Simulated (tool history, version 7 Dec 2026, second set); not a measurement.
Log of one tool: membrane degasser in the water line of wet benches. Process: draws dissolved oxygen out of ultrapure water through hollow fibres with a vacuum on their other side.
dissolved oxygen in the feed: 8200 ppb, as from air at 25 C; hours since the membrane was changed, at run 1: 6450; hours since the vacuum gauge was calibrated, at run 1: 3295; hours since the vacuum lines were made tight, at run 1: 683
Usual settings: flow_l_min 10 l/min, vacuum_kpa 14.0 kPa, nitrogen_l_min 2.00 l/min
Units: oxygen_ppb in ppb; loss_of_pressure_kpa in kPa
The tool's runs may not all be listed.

run,hour,flow_l_min,vacuum_kpa,nitrogen_l_min,hours since the membrane was changed,hours since the vacuum gauge was calibrated,hours since the vacuum lines were made tight,oxygen_ppb,loss_of_pressure_kpa
1,0.0,10,14.0,2.00,6450,3295,683,138.2,31.31
# hour 86.2: vacuum gauge calibrated
2,147.0,10,14.0,2.00,6596,61,830,135.4,31.56
3,324.4,10,14.0,2.00,6774,238,1007,135.9,31.36
4,509.5,10,14.0,2.00,6959,423,1192,137.1,31.33
5,678.9,10,14.0,2.00,7128,593,1362,136.6,31.16
6,824.1,10,14.0,2.00,7274,738,1507,137.4,31.04
7,951.5,15,14.0,2.00,7401,865,1634,224.8,46.97
8,1067.0,8,28.2,2.00,7516,981,1750,242.4,24.95
9,1231.9,10,12.4,1.06,7681,1146,1915,205.2,30.99
10,1394.4,11,10.2,3.99,7844,1308,2077,58.3,34.05
11,1534.9,10,25.2,2.00,7984,1449,2218,269.1,30.97

The next listed run, before its measurement:
12,1697.9,10,25.2,2.00,8147,1612,2381,?,?

{"run 12": {"oxygen_ppb": 263.9, "loss_of_pressure_kpa": 30.78}}
Without the tool's hidden state the same run would have given oxygen_ppb 263.8 ppb, loss_of_pressure_kpa 31.41 kPa.
